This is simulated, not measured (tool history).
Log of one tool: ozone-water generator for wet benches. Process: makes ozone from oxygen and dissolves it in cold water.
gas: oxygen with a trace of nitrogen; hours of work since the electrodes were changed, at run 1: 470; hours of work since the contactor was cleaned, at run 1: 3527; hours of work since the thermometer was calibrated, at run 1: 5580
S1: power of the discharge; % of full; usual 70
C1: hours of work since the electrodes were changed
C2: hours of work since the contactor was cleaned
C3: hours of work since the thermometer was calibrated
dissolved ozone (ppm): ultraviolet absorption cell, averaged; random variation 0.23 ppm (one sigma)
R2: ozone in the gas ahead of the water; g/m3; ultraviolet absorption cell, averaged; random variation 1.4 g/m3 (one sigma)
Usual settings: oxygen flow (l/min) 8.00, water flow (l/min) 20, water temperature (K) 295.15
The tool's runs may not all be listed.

{"run": 1, "hour": 0.0, "S1": 70, "oxygen flow (l/min)": 8.0, "water flow (l/min)": 20, "water temperature (K)": 295.15, "C1": 470, "C2": 3527, "C3": 5580, "dissolved ozone (ppm)": 33.0, "R2": 247.3}
{"run": 2, "hour": 93.6, "S1": 70, "oxygen flow (l/min)": 8.0, "water flow (l/min)": 20, "water temperature (K)": 295.15, "C1": 550, "C2": 3606, "C3": 5659, "dissolved ozone (ppm)": 32.8, "R2": 250.1}
{"run": 3, "hour": 143.0, "S1": 70, "oxygen flow (l/min)": 8.0, "water flow (l/min)": 20, "water temperature (K)": 295.15, "C1": 591, "C2": 3648, "C3": 5700, "dissolved ozone (ppm)": 33.0, "R2": 251.3}
{"run": 4, "hour": 234.5, "S1": 70, "oxygen flow (l/min)": 8.0, "water flow (l/min)": 20, "water temperature (K)": 295.15, "C1": 669, "C2": 3725, "C3": 5778, "dissolved ozone (ppm)": 32.6, "R2": 248.0}
{"run": 5, "hour": 284.9, "S1": 51, "oxygen flow (l/min)": 8.0, "water flow (l/min)": 20, "water temperature (K)": 295.15, "C1": 711, "C2": 3768, "C3": 5820, "dissolved ozone (ppm)": 26.8, "R2": 205.4}
{"hour": 293.2, "done": "water thermometer calibrated"}
{"run": 6, "hour": 355.1, "S1": 51, "oxygen flow (l/min)": 8.0, "water flow (l/min)": 20, "water temperature (K)": 295.15, "C1": 770, "C2": 3827, "C3": 52, "dissolved ozone (ppm)": 27.7, "R2": 207.4}
{"run": 7, "hour": 415.9, "S1": 70, "oxygen flow (l/min)": 4.86, "water flow (l/min)": 20, "water temperature (K)": 295.15, "C1": 822, "C2": 3878, "C3": 104, "dissolved ozone (ppm)": 35.1, "R2": 340.7}
{"hour": 501.3, "done": "contactor cleaned"}
{"run": 8, "hour": 503.4, "S1": 70, "oxygen flow (l/min)": 4.86, "water flow (l/min)": 20, "water temperature (K)": 295.15, "C1": 892, "C2": 2, "C3": 174, "dissolved ozone (ppm)": 35.0, "R2": 336.3}
{"run": 9, "hour": 563.9, "S1": 70, "oxygen flow (l/min)": 4.86, "water flow (l/min)": 20, "water temperature (K)": 295.15, "C1": 943, "C2": 53, "C3": 226, "dissolved ozone (ppm)": 34.6, "R2": 335.2}
{"run": 10, "hour": 638.1, "S1": 65, "oxygen flow (l/min)": 4.86, "water flow (l/min)": 20, "water temperature (K)": 295.15, "C1": 1006, "C2": 116, "C3": 288, "dissolved ozone (ppm)": 33.2, "R2": 323.0}
{"run": 11, "hour": 739.1, "S1": 65, "oxygen flow (l/min)": 4.86, "water flow (l/min)": 20, "water temperature (K)": 295.15, "C1": 1092, "C2": 201, "C3": 374, "dissolved ozone (ppm)": 32.9, "R2": 320.7}
{"run": 12, "hour": 814.7, "S1": 65, "oxygen flow (l/min)": 4.86, "water flow (l/min)": 20, "water temperature (K)": 295.15, "C1": 1155, "C2": 265, "C3": 438, "dissolved ozone (ppm)": 32.7, "R2": 317.4}
{"run": 13, "hour": 858.6, "S1": 70, "oxygen flow (l/min)": 8.0, "water flow (l/min)": 29, "water temperature (K)": 295.15, "C1": 1193, "C2": 302, "C3": 475, "dissolved ozone (ppm)": 25.6, "R2": 243.2}
{"hour": 887.7, "done": "contactor cleaned, once more"}
{"run": 14, "hour": 912.4, "S1": 70, "oxygen flow (l/min)": 8.0, "water flow (l/min)": 29, "water temperature (K)": 295.15, "C1": 1235, "C2": 21, "C3": 517, "dissolved ozone (ppm)": 26.4, "R2": 242.1}
{"run": 15, "hour": 1012.2, "S1": 70, "oxygen flow (l/min)": 8.0, "water flow (l/min)": 29, "water temperature (K)": 303.15, "C1": 1319, "C2": 105, "C3": 601, "dissolved ozone (ppm)": 23.0, "R2": 243.2}
{"run": 16, "hour": 1090.7, "S1": 70, "oxygen flow (l/min)": 8.0, "water flow (l/min)": 29, "water temperature (K)": 303.15, "C1": 1385, "C2": 172, "C3": 668, "dissolved ozone (ppm)": 23.1, "R2": 242.9}
{"run": 17, "hour": 1167.6, "S1": 70, "oxygen flow (l/min)": 8.0, "water flow (l/min)": 20, "water temperature (K)": 295.15, "C1": 1450, "C2": 237, "C3": 733, "dissolved ozone (ppm)": 33.0, "R2": 239.7}
{"run": 18, "hour": 1258.1, "S1": 70, "oxygen flow (l/min)": 8.0, "water flow (l/min)": 20, "water temperature (K)": 295.15, "C1": 1527, "C2": 313, "C3": 809, "dissolved ozone (ppm)": 33.1, "R2": 242.2}
{"run": 19, "hour": 1313.9, "S1": 70, "oxygen flow (l/min)": 8.0, "water flow (l/min)": 20, "water temperature (K)": 295.15, "C1": 1574, "C2": 360, "C3": 856, "dissolved ozone (ppm)": 32.8, "R2": 240.4}
{"run": 20, "hour": 1407.8, "S1": 70, "oxygen flow (l/min)": 8.0, "water flow (l/min)": 20, "water temperature (K)": 295.15, "C1": 1654, "C2": 440, "C3": 936, "dissolved ozone (ppm)": 32.9, "R2": 241.2}
{"run": 21, "hour": 1495.7, "S1": 70, "oxygen flow (l/min)": 8.0, "water flow (l/min)": 20, "water temperature (K)": 295.15, "C1": 1728, "C2": 514, "C3": 1010, "dissolved ozone (ppm)": 32.4, "R2": 240.5}
{"run": 22, "hour": 1586.7, "S1": 70, "oxygen flow (l/min)": 9.34, "water flow (l/min)": 22, "water temperature (K)": 295.15, "C1": 1805, "C2": 591, "C3": 1087, "dissolved ozone (ppm)": 29.8, "R2": 217.2}
{"run": 23, "hour": 1681.8, "S1": 44, "oxygen flow (l/min)": 5.84, "water flow (l/min)": 13, "water temperature (K)": 297.15, "C1": 1885, "C2": 671, "C3": 1167, "dissolved ozone (ppm)": 32.1, "R2": 225.2}
{"run": 24, "hour": 1729.9, "S1": 44, "oxygen flow (l/min)": 5.84, "water flow (l/min)": 13, "water temperature (K)": 297.15, "C1": 1926, "C2": 712, "C3": 1208, "dissolved ozone (ppm)": 32.3, "R2": 224.4}
{"run": 25, "hour": 1794.2, "S1": 62, "oxygen flow (l/min)": 5.84, "water flow (l/min)": 13, "water temperature (K)": 297.15, "C1": 1980, "C2": 766, "C3": 1262, "dissolved ozone (ppm)": 38.7, "R2": 269.4}
{"run": 26, "hour": 1876.1, "S1": 62, "oxygen flow (l/min)": 5.84, "water flow (l/min)": 13, "water temperature (K)": 297.15, "C1": 2050, "C2": 836, "C3": 1332, "dissolved ozone (ppm)": 38.6, "R2": 271.3}
{"run": 27, "hour": 1974.8, "S1": 62, "oxygen flow (l/min)": 5.84, "water flow (l/min)": 13, "water temperature (K)": 297.15, "C1": 2133, "C2": 919, "C3": 1415, "dissolved ozone (ppm)": 38.2, "R2": 268.9}
{"run": 28, "hour": 2061.8, "S1": 83, "oxygen flow (l/min)": 8.0, "water flow (l/min)": 23, "water temperature (K)": 295.15, "C1": 2207, "C2": 993, "C3": 1489, "dissolved ozone (ppm)": 32.1, "R2": 261.2}
{"run": 29, "hour": 2115.9, "S1": 83, "oxygen flow (l/min)": 8.0, "water flow (l/min)": 23, "water temperature (K)": 295.15, "C1": 2252, "C2": 1039, "C3": 1534, "dissolved ozone (ppm)": 32.6, "R2": 258.9}
{"run": 30, "hour": 2197.8, "S1": 74, "oxygen flow (l/min)": 8.0, "water flow (l/min)": 20, "water temperature (K)": 297.15, "C1": 2322, "C2": 1108, "C3": 1604, "dissolved ozone (ppm)": 31.7, "R2": 242.1}
{"run": 31, "hour": 2285.0, "S1": 74, "oxygen flow (l/min)": 8.0, "water flow (l/min)": 20, "water temperature (K)": 297.15, "C1": 2395, "C2": 1181, "C3": 1677, "dissolved ozone (ppm)": 31.8, "R2": 242.8}
{"run": 32, "hour": 2329.0, "S1": 74, "oxygen flow (l/min)": 8.0, "water flow (l/min)": 20, "water temperature (K)": 297.15, "C1": 2433, "C2": 1219, "C3": 1715, "dissolved ozone (ppm)": 31.8, "R2": 243.0}
{"run": 33, "hour": 2380.8, "S1": 48, "oxygen flow (l/min)": 6.72, "water flow (l/min)": 17, "water temperature (K)": 297.15, "C1": 2476, "C2": 1263, "C3": 1758, "dissolved ozone (ppm)": 28.2, "R2": 210.9}
{"run": 34, "hour": 2445.2, "S1": 48, "oxygen flow (l/min)": 6.72, "water flow (l/min)": 17, "water temperature (K)": 297.15, "C1": 2531, "C2": 1317, "C3": 1813, "dissolved ozone (ppm)": 28.1, "R2": 209.8}

Forecast each of these 3 alternatives for the next run:
{"run": "A", "hour": 2490.4, "S1": 48, "oxygen flow (l/min)": 4.91, "water flow (l/min)": 20, "water temperature (K)": 291.15, "C1": 2569, "C2": 1355, "C3": 1851, "dissolved ozone (ppm)": "?", "R2": "?"}
{"run": "B", "hour": 2490.4, "S1": 67, "oxygen flow (l/min)": 6.72, "water flow (l/min)": 16, "water temperature (K)": 297.15, "C1": 2569, "C2": 1355, "C3": 1851, "dissolved ozone (ppm)": "?", "R2": "?"}
{"run": "C", "hour": 2490.4, "S1": 70, "oxygen flow (l/min)": 11.36, "water flow (l/min)": 20, "water temperature (K)": 295.15, "C1": 2569, "C2": 1355, "C3": 1851, "dissolved ozone (ppm)": "?", "R2": "?"}

run=A dissolved_ozone_(ppm)=29.5 R2=257.0
run=B dissolved_ozone_(ppm)=34.2 R2=253.6
run=C dissolved_ozone_(ppm)=28.9 R2=186.3
Without the tool's hidden state the same runs would have given:
run=A dissolved_ozone_(ppm)=32.0 R2=273.9
run=B dissolved_ozone_(ppm)=37.7 R2=274.5
run=C dissolved_ozone_(ppm)=31.9 R2=202.0
